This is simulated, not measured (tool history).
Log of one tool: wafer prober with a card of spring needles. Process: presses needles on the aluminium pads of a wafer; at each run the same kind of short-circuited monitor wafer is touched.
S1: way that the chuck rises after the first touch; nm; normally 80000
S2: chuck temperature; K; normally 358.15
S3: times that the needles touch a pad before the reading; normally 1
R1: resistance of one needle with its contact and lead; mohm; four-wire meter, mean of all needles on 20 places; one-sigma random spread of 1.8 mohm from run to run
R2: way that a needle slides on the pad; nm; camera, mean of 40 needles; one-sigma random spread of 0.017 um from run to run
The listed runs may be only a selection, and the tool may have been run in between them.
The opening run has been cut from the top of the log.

run	day	S1	S2	S3	R1	R2
2	0.425	87000	358.15	1	230	19710
# day 0.658: tips cleaned on abrasive film
3	1.096	87000	358.15	1	222	19700
4	1.458	87000	333.15	1	228	19740
# day 1.667: tips cleaned on abrasive film
5	1.925	87000	333.15	1	215	19660
6	2.412	87000	333.15	1	225	19660
# day 2.692: tips cleaned on abrasive film
7	2.875	87000	333.15	1	202	19670
# day 3.692: tips cleaned on abrasive film
8	3.692	87000	333.15	1	191	19670
9	4.075	87000	333.15	1	214	19650
# day 4.721: tips cleaned on abrasive film
10	4.808	87000	333.15	1	199	19640
11	5.179	87000	333.15	1	221	19650
12	5.592	80000	358.15	1	236	18040
# day 5.725: tips cleaned on abrasive film
13	6.408	80000	358.15	1	237	18010
# day 6.742: tips cleaned on abrasive film
14	7.275	80000	358.15	1	234	18020
# day 7.767: tips cleaned on abrasive film
15	8.154	80000	358.15	1	230	18010
# day 8.238: height of the first contact set anew
# day 8.775: tips cleaned on abrasive film
16	8.775	80000	358.15	1	198	17890
17	9.154	80000	358.15	1	222	17900
# day 9.817: tips cleaned on abrasive film
18	10.025	87000	358.15	2	203	19450
# day 10.454: height of the first contact set anew, once more
19	10.554	87000	358.15	2	216	19800
# day 10.858: tips cleaned on abrasive film
20	11.333	87000	358.15	2	211	19800
# day 11.846: tips cleaned on abrasive film
21	12.079	87000	358.15	3	200	19780

Run 22 is up next; what results do you expect?
22	12.508	80000	332.15	1	?	?

{"run 22": {"R1": 230, "R2": 18200}}
Had the tool carried no hidden state, the very same run would have given R1 187 mohm, R2 18230 nm.

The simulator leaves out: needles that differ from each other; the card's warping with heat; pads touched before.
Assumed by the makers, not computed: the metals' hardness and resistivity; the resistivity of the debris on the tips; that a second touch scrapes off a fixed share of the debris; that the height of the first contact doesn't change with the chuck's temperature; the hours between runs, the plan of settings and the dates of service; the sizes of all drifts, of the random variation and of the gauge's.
